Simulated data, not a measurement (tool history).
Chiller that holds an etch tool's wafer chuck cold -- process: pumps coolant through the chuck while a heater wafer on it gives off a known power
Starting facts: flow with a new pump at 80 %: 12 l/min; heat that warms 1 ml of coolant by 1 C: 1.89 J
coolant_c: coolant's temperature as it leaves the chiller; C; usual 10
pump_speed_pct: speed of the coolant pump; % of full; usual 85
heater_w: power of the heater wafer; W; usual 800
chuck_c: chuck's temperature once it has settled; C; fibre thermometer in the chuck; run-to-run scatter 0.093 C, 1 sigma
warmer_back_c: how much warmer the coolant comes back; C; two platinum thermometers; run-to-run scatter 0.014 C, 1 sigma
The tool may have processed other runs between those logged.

run 1 hour=0.0 | coolant_c=10 pump_speed_pct=85 heater_w=800 | chuck_c=16.09 warmer_back_c=2.06
run 2 hour=51.3 | coolant_c=10 pump_speed_pct=97 heater_w=800 | chuck_c=15.42 warmer_back_c=1.75
run 3 hour=93.1 | coolant_c=10 pump_speed_pct=82 heater_w=800 | chuck_c=16.20 warmer_back_c=2.13
run 4 hour=130.1 | coolant_c=10 pump_speed_pct=82 heater_w=800 | chuck_c=16.40 warmer_back_c=2.12
run 5 hour=169.1 | coolant_c=10 pump_speed_pct=85 heater_w=1042 | chuck_c=17.76 warmer_back_c=2.64
run 6 hour=196.2 | coolant_c=10 pump_speed_pct=85 heater_w=1042 | chuck_c=17.99 warmer_back_c=2.63
run 7 hour=235.9 | coolant_c=10 pump_speed_pct=85 heater_w=800 | chuck_c=16.20 warmer_back_c=2.02
run 8 hour=267.6 | coolant_c=10 pump_speed_pct=85 heater_w=800 | chuck_c=16.06 warmer_back_c=2.05
run 9 hour=314.4 | coolant_c=10 pump_speed_pct=85 heater_w=800 | chuck_c=16.21 warmer_back_c=2.03
run 10 hour=358.6 | coolant_c=10 pump_speed_pct=85 heater_w=800 | chuck_c=16.08 warmer_back_c=2.03
run 11 hour=405.0 | coolant_c=10 pump_speed_pct=85 heater_w=800 | chuck_c=16.17 warmer_back_c=2.02
run 12 hour=456.7 | coolant_c=10 pump_speed_pct=85 heater_w=800 | chuck_c=16.10 warmer_back_c=2.04
run 13 hour=496.6 | coolant_c=15 pump_speed_pct=85 heater_w=800 | chuck_c=21.21 warmer_back_c=2.03
run 14 hour=536.8 | coolant_c=15 pump_speed_pct=85 heater_w=800 | chuck_c=21.24 warmer_back_c=2.04
run 15 hour=575.8 | coolant_c=15 pump_speed_pct=85 heater_w=800 | chuck_c=21.19 warmer_back_c=2.02
run 16 hour=633.5 | coolant_c=15 pump_speed_pct=85 heater_w=800 | chuck_c=21.28 warmer_back_c=2.04
run 17 hour=671.5 | coolant_c=15 pump_speed_pct=80 heater_w=1143 | chuck_c=24.14 warmer_back_c=3.12
run 18 hour=707.8 | coolant_c=3 pump_speed_pct=85 heater_w=970 | chuck_c=10.48 warmer_back_c=2.48
run 19 hour=738.8 | coolant_c=8 pump_speed_pct=85 heater_w=587 | chuck_c=12.67 warmer_back_c=1.54
run 20 hour=772.1 | coolant_c=5 pump_speed_pct=85 heater_w=759 | chuck_c=10.92 warmer_back_c=1.92
-- hour=777.6 chiller's thermometer calibrated
run 21 hour=830.8 | coolant_c=9 pump_speed_pct=65 heater_w=759 | chuck_c=16.75 warmer_back_c=2.63
run 22 hour=854.8 | coolant_c=10 pump_speed_pct=85 heater_w=487 | chuck_c=14.18 warmer_back_c=1.26
run 23 hour=886.4 | coolant_c=10 pump_speed_pct=85 heater_w=487 | chuck_c=13.80 warmer_back_c=1.27
run 24 hour=910.7 | coolant_c=10 pump_speed_pct=85 heater_w=487 | chuck_c=14.07 warmer_back_c=1.25
run 25 hour=960.4 | coolant_c=20 pump_speed_pct=85 heater_w=982 | chuck_c=27.80 warmer_back_c=2.51
run 26 hour=1005.7 | coolant_c=10 pump_speed_pct=73 heater_w=800 | chuck_c=17.43 warmer_back_c=2.45
run 27 hour=1054.6 | coolant_c=19 pump_speed_pct=85 heater_w=838 | chuck_c=25.79 warmer_back_c=2.16
run 28 hour=1104.5 | coolant_c=5 pump_speed_pct=77 heater_w=687 | chuck_c=10.99 warmer_back_c=1.96
-- hour=1138.0 chiller's thermometer calibrated, once more
run 29 hour=1161.6 | coolant_c=17 pump_speed_pct=66 heater_w=828 | chuck_c=25.12 warmer_back_c=2.80
run 30 hour=1208.8 | coolant_c=10 pump_speed_pct=66 heater_w=800 | chuck_c=17.77 warmer_back_c=2.76
run 31 hour=1262.6 | coolant_c=10 pump_speed_pct=66 heater_w=800 | chuck_c=17.96 warmer_back_c=2.71
run 32 hour=1304.6 | coolant_c=10 pump_speed_pct=66 heater_w=800 | chuck_c=17.84 warmer_back_c=2.75

Results per run with the tool's hidden condition removed, run-to-run variation unchanged:
What the log doesn't record here: heat passed by the chuck's channels, % of clean ones'; flow at a given pump speed, % of a new pump's; coolant's true temperature over the reading, C; drift of the gauge itself on chuck_c, C; drift of the gauge itself on warmer_back_c, C.
run=1 chuck_c=15.36 warmer_back_c=2.02
run=2 chuck_c=14.75 warmer_back_c=1.71
run=3 chuck_c=15.42 warmer_back_c=2.08
run=4 chuck_c=15.61 warmer_back_c=2.07
run=5 chuck_c=16.79 warmer_back_c=2.58
run=6 chuck_c=17.01 warmer_back_c=2.57
run=7 chuck_c=15.40 warmer_back_c=1.97
run=8 chuck_c=15.25 warmer_back_c=2.00
run=9 chuck_c=15.39 warmer_back_c=1.98
run=10 chuck_c=15.24 warmer_back_c=1.98
run=11 chuck_c=15.32 warmer_back_c=1.97
run=12 chuck_c=15.23 warmer_back_c=1.99
run=13 chuck_c=20.33 warmer_back_c=1.97
run=14 chuck_c=20.35 warmer_back_c=1.99
run=15 chuck_c=20.28 warmer_back_c=1.96
run=16 chuck_c=20.36 warmer_back_c=1.98
run=17 chuck_c=22.81 warmer_back_c=3.03
run=18 chuck_c=9.37 warmer_back_c=2.41
run=19 chuck_c=11.92 warmer_back_c=1.49
run=20 chuck_c=9.99 warmer_back_c=1.86
run=21 chuck_c=15.51 warmer_back_c=2.55
run=22 chuck_c=13.43 warmer_back_c=1.22
run=23 chuck_c=13.03 warmer_back_c=1.23
run=24 chuck_c=13.30 warmer_back_c=1.21
run=25 chuck_c=26.49 warmer_back_c=2.43
run=26 chuck_c=16.18 warmer_back_c=2.37
run=27 chuck_c=24.61 warmer_back_c=2.08
run=28 chuck_c=9.89 warmer_back_c=1.89
run=29 chuck_c=24.01 warmer_back_c=2.69
run=30 chuck_c=16.67 warmer_back_c=2.66
run=31 chuck_c=16.85 warmer_back_c=2.61
run=32 chuck_c=16.70 warmer_back_c=2.64
